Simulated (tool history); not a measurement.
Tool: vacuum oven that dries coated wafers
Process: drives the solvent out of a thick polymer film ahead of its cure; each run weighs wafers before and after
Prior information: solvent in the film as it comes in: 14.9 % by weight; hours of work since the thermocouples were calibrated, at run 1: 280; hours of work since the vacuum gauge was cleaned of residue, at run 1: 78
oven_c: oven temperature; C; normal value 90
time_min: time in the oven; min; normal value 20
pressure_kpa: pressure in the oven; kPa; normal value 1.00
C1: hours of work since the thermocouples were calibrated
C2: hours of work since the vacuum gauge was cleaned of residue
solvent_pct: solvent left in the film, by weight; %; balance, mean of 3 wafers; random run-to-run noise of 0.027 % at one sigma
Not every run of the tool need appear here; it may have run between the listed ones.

{"run": 1, "hour": 0.0, "oven_c": 90, "time_min": 20, "pressure_kpa": 1.0, "C1": 280, "C2": 78, "solvent_pct": 3.13}
{"run": 2, "hour": 21.6, "oven_c": 82, "time_min": 20, "pressure_kpa": 1.0, "C1": 289, "C2": 87, "solvent_pct": 4.83}
{"run": 3, "hour": 36.5, "oven_c": 82, "time_min": 20, "pressure_kpa": 1.0, "C1": 296, "C2": 94, "solvent_pct": 4.82}
{"run": 4, "hour": 57.4, "oven_c": 90, "time_min": 20, "pressure_kpa": 1.0, "C1": 305, "C2": 103, "solvent_pct": 3.07}
{"run": 5, "hour": 66.4, "oven_c": 90, "time_min": 20, "pressure_kpa": 1.0, "C1": 309, "C2": 107, "solvent_pct": 3.05}
{"run": 6, "hour": 78.2, "oven_c": 90, "time_min": 20, "pressure_kpa": 1.0, "C1": 314, "C2": 112, "solvent_pct": 3.12}
{"run": 7, "hour": 93.7, "oven_c": 90, "time_min": 20, "pressure_kpa": 2.79, "C1": 321, "C2": 119, "solvent_pct": 3.93}
{"run": 8, "hour": 114.3, "oven_c": 90, "time_min": 20, "pressure_kpa": 2.79, "C1": 330, "C2": 128, "solvent_pct": 3.86}
{"run": 9, "hour": 127.6, "oven_c": 90, "time_min": 20, "pressure_kpa": 2.79, "C1": 336, "C2": 134, "solvent_pct": 3.86}
{"run": 10, "hour": 139.8, "oven_c": 90, "time_min": 20, "pressure_kpa": 1.0, "C1": 341, "C2": 139, "solvent_pct": 3.13}
{"run": 11, "hour": 158.7, "oven_c": 90, "time_min": 20, "pressure_kpa": 1.0, "C1": 349, "C2": 147, "solvent_pct": 3.11}
{"run": 12, "hour": 170.4, "oven_c": 90, "time_min": 20, "pressure_kpa": 1.0, "C1": 354, "C2": 152, "solvent_pct": 3.14}
{"run": 13, "hour": 188.8, "oven_c": 90, "time_min": 20, "pressure_kpa": 1.0, "C1": 362, "C2": 160, "solvent_pct": 3.06}
{"run": 14, "hour": 201.4, "oven_c": 90, "time_min": 20, "pressure_kpa": 1.0, "C1": 368, "C2": 166, "solvent_pct": 3.07}
{"run": 15, "hour": 222.8, "oven_c": 90, "time_min": 20, "pressure_kpa": 1.0, "C1": 377, "C2": 175, "solvent_pct": 3.13}
{"run": 16, "hour": 243.9, "oven_c": 90, "time_min": 20, "pressure_kpa": 1.0, "C1": 387, "C2": 185, "solvent_pct": 3.09}
{"run": 17, "hour": 253.5, "oven_c": 90, "time_min": 20, "pressure_kpa": 1.0, "C1": 391, "C2": 189, "solvent_pct": 3.03}
{"run": 18, "hour": 271.7, "oven_c": 90, "time_min": 20, "pressure_kpa": 1.0, "C1": 399, "C2": 197, "solvent_pct": 3.08}
{"run": 19, "hour": 288.0, "oven_c": 90, "time_min": 20, "pressure_kpa": 1.0, "C1": 406, "C2": 204, "solvent_pct": 3.07}
{"run": 20, "hour": 305.5, "oven_c": 90, "time_min": 20, "pressure_kpa": 1.0, "C1": 414, "C2": 211, "solvent_pct": 3.01}
{"run": 21, "hour": 323.6, "oven_c": 101, "time_min": 20, "pressure_kpa": 1.0, "C1": 421, "C2": 219, "solvent_pct": 1.32}
{"run": 22, "hour": 336.7, "oven_c": 77, "time_min": 20, "pressure_kpa": 0.64, "C1": 427, "C2": 225, "solvent_pct": 5.6}
{"run": 23, "hour": 355.9, "oven_c": 88, "time_min": 20, "pressure_kpa": 1.49, "C1": 436, "C2": 233, "solvent_pct": 3.69}
{"run": 24, "hour": 374.1, "oven_c": 86, "time_min": 20, "pressure_kpa": 1.49, "C1": 443, "C2": 241, "solvent_pct": 4.11}
{"run": 25, "hour": 390.8, "oven_c": 90, "time_min": 20, "pressure_kpa": 0.83, "C1": 451, "C2": 249, "solvent_pct": 2.98}
{"run": 26, "hour": 409.8, "oven_c": 90, "time_min": 20, "pressure_kpa": 0.83, "C1": 459, "C2": 257, "solvent_pct": 2.98}
{"run": 27, "hour": 431.1, "oven_c": 86, "time_min": 20, "pressure_kpa": 2.76, "C1": 468, "C2": 266, "solvent_pct": 4.7}
{"run": 28, "hour": 449.5, "oven_c": 90, "time_min": 20, "pressure_kpa": 1.43, "C1": 476, "C2": 274, "solvent_pct": 3.23}
{"run": 29, "hour": 465.0, "oven_c": 90, "time_min": 20, "pressure_kpa": 1.43, "C1": 483, "C2": 281, "solvent_pct": 3.18}
{"run": 30, "hour": 483.5, "oven_c": 99, "time_min": 20, "pressure_kpa": 2.91, "C1": 491, "C2": 289, "solvent_pct": 2.24}
{"run": 31, "hour": 501.6, "oven_c": 99, "time_min": 20, "pressure_kpa": 2.91, "C1": 499, "C2": 297, "solvent_pct": 2.3}
{"run": 32, "hour": 515.7, "oven_c": 90, "time_min": 14, "pressure_kpa": 1.13, "C1": 505, "C2": 303, "solvent_pct": 4.59}
{"run": 33, "hour": 527.6, "oven_c": 90, "time_min": 14, "pressure_kpa": 1.13, "C1": 511, "C2": 309, "solvent_pct": 4.57}
{"run": 34, "hour": 547.1, "oven_c": 90, "time_min": 14, "pressure_kpa": 1.13, "C1": 519, "C2": 317, "solvent_pct": 4.54}
{"run": 35, "hour": 559.2, "oven_c": 90, "time_min": 14, "pressure_kpa": 1.13, "C1": 524, "C2": 322, "solvent_pct": 4.48}
{"run": 36, "hour": 569.9, "oven_c": 90, "time_min": 14, "pressure_kpa": 1.13, "C1": 529, "C2": 327, "solvent_pct": 4.5}
{"run": 37, "hour": 578.7, "oven_c": 90, "time_min": 20, "pressure_kpa": 2.36, "C1": 533, "C2": 331, "solvent_pct": 3.6}
{"run": 38, "hour": 592.2, "oven_c": 90, "time_min": 35, "pressure_kpa": 0.72, "C1": 539, "C2": 337, "solvent_pct": 1.16}
{"run": 39, "hour": 603.8, "oven_c": 99, "time_min": 16, "pressure_kpa": 1.69, "C1": 544, "C2": 342, "solvent_pct": 2.48}
{"run": 40, "hour": 614.8, "oven_c": 83, "time_min": 22, "pressure_kpa": 0.66, "C1": 549, "C2": 347, "solvent_pct": 3.89}

Measured minus without-hidden-state, run by run (identical run-to-run variation in each term; gauge scatter may differ):
The tool's hidden condition here consists of: true wafer temperature over the reading, C; true pressure over the reading, kPa; drift of the gauge itself on solvent_pct, %.
run=1 solvent_pct=-0.17
run=2 solvent_pct=-0.20
run=3 solvent_pct=-0.21
run=4 solvent_pct=-0.18
run=5 solvent_pct=-0.19
run=6 solvent_pct=-0.19
run=7 solvent_pct=-0.20
run=8 solvent_pct=-0.20
run=9 solvent_pct=-0.21
run=10 solvent_pct=-0.19
run=11 solvent_pct=-0.19
run=12 solvent_pct=-0.20
run=13 solvent_pct=-0.20
run=14 solvent_pct=-0.20
run=15 solvent_pct=-0.20
run=16 solvent_pct=-0.21
run=17 solvent_pct=-0.21
run=18 solvent_pct=-0.22
run=19 solvent_pct=-0.21
run=20 solvent_pct=-0.22
run=21 solvent_pct=-0.13
run=22 solvent_pct=-0.25
run=23 solvent_pct=-0.25
run=24 solvent_pct=-0.25
run=25 solvent_pct=-0.23
run=26 solvent_pct=-0.23
run=27 solvent_pct=-0.27
run=28 solvent_pct=-0.25
run=29 solvent_pct=-0.25
run=30 solvent_pct=-0.20
run=31 solvent_pct=-0.19
run=32 solvent_pct=-0.27
run=33 solvent_pct=-0.27
run=34 solvent_pct=-0.27
run=35 solvent_pct=-0.28
run=36 solvent_pct=-0.28
run=37 solvent_pct=-0.28
run=38 solvent_pct=-0.15
run=39 solvent_pct=-0.24
run=40 solvent_pct=-0.29
